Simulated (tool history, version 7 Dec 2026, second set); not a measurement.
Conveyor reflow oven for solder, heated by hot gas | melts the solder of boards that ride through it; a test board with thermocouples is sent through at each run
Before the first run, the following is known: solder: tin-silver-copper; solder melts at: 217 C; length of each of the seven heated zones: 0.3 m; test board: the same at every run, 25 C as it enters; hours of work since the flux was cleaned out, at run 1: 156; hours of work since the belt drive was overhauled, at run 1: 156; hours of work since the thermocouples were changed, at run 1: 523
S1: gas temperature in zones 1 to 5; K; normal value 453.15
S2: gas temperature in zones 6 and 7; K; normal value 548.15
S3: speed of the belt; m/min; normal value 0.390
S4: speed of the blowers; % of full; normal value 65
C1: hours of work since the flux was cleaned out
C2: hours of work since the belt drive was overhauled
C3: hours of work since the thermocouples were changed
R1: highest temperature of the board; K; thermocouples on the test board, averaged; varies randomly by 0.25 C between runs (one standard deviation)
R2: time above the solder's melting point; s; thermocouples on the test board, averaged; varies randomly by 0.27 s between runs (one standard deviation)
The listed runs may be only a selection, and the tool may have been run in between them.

run   hour      S1      S2     S3  S4   C1   C2   C3      R1    R2
  1    0.0  453.15  548.15  0.390  65  156  156  523  528.45  73.2
  2   39.6  453.15  548.15  0.390  65  176  176  543  528.55  72.5
  3   76.6  453.15  543.15  0.390  65  194  194  561  524.55  68.9
  4  130.8  453.15  548.15  0.390  65  221  221  588  528.05  72.1
  5  157.1  453.15  548.15  0.390  65  235  235  602  527.85  72.4
  6  194.2  453.15  548.15  0.390  65  253  253  620  527.65  71.9
  7  253.5  453.15  548.15  0.390  65  283  283  650  528.35  71.8
  8  312.2  459.15  548.15  0.390  65  312  312  679  529.15  75.8
  9  344.2  453.15  548.15  0.390  65  328  328  695  527.65  71.4
     353.7  -- belt drive overhauled, speed set with a stopwatch
 10  389.0  453.15  548.15  0.390  65  349   18  716  527.25  71.8
 11  442.9  453.15  551.15  0.432  65  376   45  743  525.35  61.7
     479.5  -- flux residue cleaned out of gas plates and filters
     487.4  -- belt drive overhauled, speed set with a stopwatch, once more
 12  501.5  453.15  548.15  0.457  57    9    7  767  520.95  54.0
 13  557.8  453.15  548.15  0.457  57   37   35  796  520.85  53.8
 14  582.8  453.15  548.15  0.457  57   50   48  808  520.65  53.3
 15  611.9  453.15  548.15  0.457  57   64   62  823  520.05  53.4
 16  636.3  453.15  548.15  0.457  57   76   74  835  520.45  54.0
 17  693.2  439.15  541.15  0.354  70  105  103  863  525.65  72.6

Describe how what the log doesn't record of the tool's condition differs between the last listed run preceding each entry between runs and the first listed run following it.
From run 9 to run 10: belt drive overhauled, speed set with a stopwatch (hour 353.7)
  heat that the gas passes to the board, % of a clean oven's: 90.5 -> 90; belt's true speed, % of the reading: 99.69 -> 99.51; true gas temperature in zones 6 and 7 over the reading, C: 1.77 -> 1.82
  measured minus no-state result, R1: -1.20 -> -1.20 K; R2: -1.5 -> -1.5 s
From run 11 to run 12: flux residue cleaned out of gas plates and filters (hour 479.5); belt drive overhauled, speed set with a stopwatch, once more (hour 487.4)
  heat that the gas passes to the board, % of a clean oven's: 89.3 -> 99.1; belt's true speed, % of the reading: 99.48 -> 100.07; true gas temperature in zones 6 and 7 over the reading, C: 1.88 -> 1.93
  measured minus no-state result, R1: -2.00 -> +1.20 K; R2: -2.1 -> +0.9 s

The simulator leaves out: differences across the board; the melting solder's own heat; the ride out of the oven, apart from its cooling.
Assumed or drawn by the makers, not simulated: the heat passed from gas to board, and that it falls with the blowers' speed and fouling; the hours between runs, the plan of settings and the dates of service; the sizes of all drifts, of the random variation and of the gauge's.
